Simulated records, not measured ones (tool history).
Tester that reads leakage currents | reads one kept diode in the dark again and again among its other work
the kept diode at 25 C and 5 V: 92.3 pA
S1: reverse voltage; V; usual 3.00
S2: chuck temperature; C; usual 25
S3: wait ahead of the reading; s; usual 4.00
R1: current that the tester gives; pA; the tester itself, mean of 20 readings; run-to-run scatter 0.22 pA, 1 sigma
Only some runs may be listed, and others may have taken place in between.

run     day     S1  S2    S3      R1
  1   0.000   3.00  25  4.00   75.38
  2   1.904   3.00  25  4.00   75.44
  3   3.538   3.00  25  4.00   75.66
  4   5.242   3.00  25  1.34   75.83
  5   6.375   3.00  25  1.34   76.82
  6   8.425   3.85  25  1.34   87.22
  7   9.479   4.46  25  1.34   93.35
  8  10.896   4.46  25  1.34   94.57
  9  13.388   4.46  25  1.34   94.34
 10  15.450   4.46  25  1.34   95.08
 11  17.612   4.46  25  1.34   94.88
 12  19.862   3.00  25  4.85   77.37
 13  21.746   3.00  25  4.85   77.89
 14  24.125   3.00  25  4.85   78.66
 15  25.700   3.00  25  1.55   75.83
 16  27.671  16.70  25  1.55  178.63
 17  28.875  16.70  25  1.55  178.11
 18  30.304  16.70  25  2.44  177.52
 19  32.842  16.70  25  2.44  179.38
 20  34.429  16.70  21  2.44  131.43
 21  35.929   4.70  36  3.20  220.08
 22  37.775   2.26  25  0.50   68.65
 23  39.550   2.26  25  0.50   68.65
 24  41.721   7.40  31  1.32  192.39
 25  44.283   2.79  48  2.48  400.40
 26  45.917   3.00  28  4.00   98.60
 27  48.142   3.00  28  4.00   99.20
 28  49.812   3.00  28  4.00   98.96
 29  52.467   3.00  28  4.00   92.11
 30  53.729   9.23  52  2.96  883.87
 31  55.921   9.23  52  2.96  886.18
 32  57.600   3.00  45  4.11  322.92
 33  59.467   3.00  45  4.11  321.49
 34  61.267   3.00  45  4.11  321.83
 35  63.379   9.18  30  9.59  188.47
 36  65.658   9.13  39  0.42  369.30
 37  67.108   9.71  33  9.44  245.01
 38  69.633   3.00  21  0.44   56.33
 39  70.854   7.19  33  0.38  216.09

Between the runs listed above, the log contained 3 entries, not reproduced here. Where in the sequence does each belong, and how does what the log doesn't record of the tool's condition differ from the listed run before to the listed run after?
Between runs 12 and 13: probe card cleaned and baked (day 20.117)
  stray current of the dirty probe card, pA a volt: 0.729 -> 0.833; current scale over the true one, %: 0.68 -> 0.7; true chuck temperature over the reading, C: 0.47 -> 0.5
  difference, measured minus the result without the unlogged condition, R1: +5.35 -> +5.83 pA
Between runs 14 and 15: probe card cleaned and baked, once more (day 25.271)
  stray current of the dirty probe card, pA a volt: 0.846 -> 0.027; current scale over the true one, %: 0.72 -> 0.73; true chuck temperature over the reading, C: 0.53 -> 0.55
  difference, measured minus the result without the unlogged condition, R1: +6.14 -> +3.77 pA
Between runs 28 and 29: chuck's temperature calibrated (day 50.392)
  stray current of the dirty probe card, pA a volt: 0.159 -> 0.173; current scale over the true one, %: 0.92 -> 0.94; true chuck temperature over the reading, C: 0.92 -> -0.03
  difference, measured minus the result without the unlogged condition, R1: +7.98 -> +1.12 pA
